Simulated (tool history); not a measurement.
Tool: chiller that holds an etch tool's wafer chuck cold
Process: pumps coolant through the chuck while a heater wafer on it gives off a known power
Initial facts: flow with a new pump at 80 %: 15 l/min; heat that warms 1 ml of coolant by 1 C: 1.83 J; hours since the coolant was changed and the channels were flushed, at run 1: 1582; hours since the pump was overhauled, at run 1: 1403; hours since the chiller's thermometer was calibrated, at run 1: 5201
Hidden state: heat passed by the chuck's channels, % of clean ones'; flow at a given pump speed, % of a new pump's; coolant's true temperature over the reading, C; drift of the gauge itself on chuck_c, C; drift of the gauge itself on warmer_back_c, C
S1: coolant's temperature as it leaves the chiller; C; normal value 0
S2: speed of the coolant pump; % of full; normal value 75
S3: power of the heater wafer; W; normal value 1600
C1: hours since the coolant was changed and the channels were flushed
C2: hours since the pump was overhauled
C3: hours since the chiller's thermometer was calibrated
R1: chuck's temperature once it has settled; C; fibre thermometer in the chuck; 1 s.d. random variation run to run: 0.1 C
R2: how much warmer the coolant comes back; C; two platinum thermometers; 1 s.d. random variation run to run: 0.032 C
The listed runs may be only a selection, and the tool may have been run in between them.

Run 1, day 0: usual settings; C1 1582; C2 1403; C3 5201. Result: R1 19.5 C, R2 3.88 C.
Run 2, day 1.408: usual settings; C1 1616; C2 1436; C3 5235. Result: R1 19.6 C, R2 3.85 C.
Run 3, day 3.138: usual settings; C1 1657; C2 1478; C3 5276. Result: R1 19.5 C, R2 3.89 C.
Run 4, day 4.388: usual settings; C1 1687; C2 1508; C3 5306. Result: R1 19.4 C, R2 3.89 C.
Run 5, day 5.858: usual settings; C1 1722; C2 1543; C3 5342. Result: R1 19.4 C, R2 3.86 C.
Run 6, day 6.721: usual settings; C1 1743; C2 1564; C3 5362. Result: R1 19.5 C, R2 3.89 C.
Run 7, day 7.875: usual settings but S2 96 % of full; C1 1771; C2 1592; C3 5390. Result: R1 16.4 C, R2 3.04 C.
Run 8, day 8.95: usual settings but S2 96 % of full; C1 1797; C2 1617; C3 5416. Result: R1 16.6 C, R2 3.01 C.
At day 9.096: chiller's thermometer calibrated.
Run 9, day 10.05: usual settings but S1 7 C, S3 1248 W; C1 1822; C2 1643; C3 23. Result: R1 22.2 C, R2 3.02 C.
Run 10, day 10.833: usual settings but S2 78 % of full, S3 943 W; C1 1841; C2 1662; C3 42. Result: R1 11.2 C, R2 2.17 C.
Run 11, day 11.971: usual settings but S1 -9 C, S2 65 % of full, S3 1324 W; C1 1868; C2 1689; C3 69. Result: R1 8.8 C, R2 3.76 C.
Run 12, day 12.896: usual settings but S1 -9 C, S2 65 % of full, S3 1324 W; C1 1890; C2 1711; C3 91. Result: R1 8.8 C, R2 3.63 C.
Run 13, day 13.892: usual settings but S1 2 C, S3 1001 W; C1 1914; C2 1735; C3 115. Result: R1 14.1 C, R2 2.42 C.
Run 14, day 15.538: usual settings but S3 2142 W; C1 1954; C2 1775; C3 155. Result: R1 26.3 C, R2 5.17 C.
Run 15, day 16.321: usual settings but S1 -1 C, S2 86 % of full, S3 1091 W; C1 1973; C2 1793; C3 173. Result: R1 11.1 C, R2 2.31 C.

Hidden condition of the tool, last listed run before each entry between runs versus first listed run after:
Between runs 8 and 9: chiller's thermometer calibrated (day 9.096)
  heat passed by the chuck's channels, % of clean ones': 94.6 -> 94.5; flow at a given pump speed, % of a new pump's: 96.9 -> 96.8; coolant's true temperature over the reading, C: -0.27 -> -0.38
  measured minus no-state result, R1: +0.9 -> +0.7 C; R2: +0.09 -> +0.1 C
